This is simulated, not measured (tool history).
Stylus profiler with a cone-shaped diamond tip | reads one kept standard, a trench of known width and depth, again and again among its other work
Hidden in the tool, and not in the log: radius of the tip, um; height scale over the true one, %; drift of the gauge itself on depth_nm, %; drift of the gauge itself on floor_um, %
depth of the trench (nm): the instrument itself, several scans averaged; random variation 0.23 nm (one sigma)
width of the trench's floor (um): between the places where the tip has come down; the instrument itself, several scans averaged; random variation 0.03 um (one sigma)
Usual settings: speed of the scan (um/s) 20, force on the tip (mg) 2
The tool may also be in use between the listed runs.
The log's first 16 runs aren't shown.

run,day,speed of the scan (um/s),force on the tip (mg),scans with this tip,hours of work since the height scale was calibrated,depth of the trench (nm),width of the trench's floor (um)
17,22.408,6,2,4985,369,1010.86,42.81
18,24.004,6,2,5240,388,1010.71,42.78
19,25.808,6,2,5529,409,1010.94,42.73
20,26.875,6,2,5700,422,1010.94,42.7
21,28.571,20,0.81,5972,442,1005.25,42.57
22,30.546,20,0.81,6288,465,1004.98,42.38
23,32.362,20,5.31,6578,487,1022.46,42.5
# day 32.471: height scale calibrated on a step standard
24,33.396,8,4.6,6741,11,1019.05,42.51
25,35.4,8,4.6,7062,35,1018.71,42.45
26,37.025,10,1.63,7321,54,1008.15,42.41
27,38.512,10,1.63,7560,72,1008.13,42.32
28,40.525,11,3.21,7882,95,1014,42.32
29,42.421,11,2.25,8186,118,1010.67,42.22
30,44.25,11,2.25,8479,140,1010.32,42.13
# day 44.462: height scale calibrated on a step standard, once more
31,45.2,75,1.73,8627,9,1011.02,41.75
32,47.112,6,3.86,8933,31,1018.88,42.14
33,48.212,65,1.29,9110,44,1008.75,41.63
34,50.267,10,3.07,9438,69,1016.08,42.05
35,51.579,56,1.72,9649,84,1011.06,41.69
36,53.279,56,1.72,9921,104,1010.68,41.54
37,54.129,56,1.72,10057,114,1010.79,41.6
38,55.583,56,1.72,10290,132,1010.22,41.57

4 ways to go on from here, each from the tool as it stands after run 38. What would each give?
A,56.933,26,2,10506,148,?,?
B,56.933,21,5.05,10506,148,?,?
C,56.933,27,0.83,10506,148,?,?
D,56.933,22,2,10506,148,?,?

run,depth of the trench (nm),width of the trench's floor (um)
A,1012.33,41.75
B,1022.66,41.84
C,1006.31,41.65
D,1011.97,41.82
Without the tool's hidden state the same runs would have given:
run,depth of the trench (nm),width of the trench's floor (um)
A,1013.01,43.86
B,1023.35,43.94
C,1006.98,43.76
D,1012.64,43.93
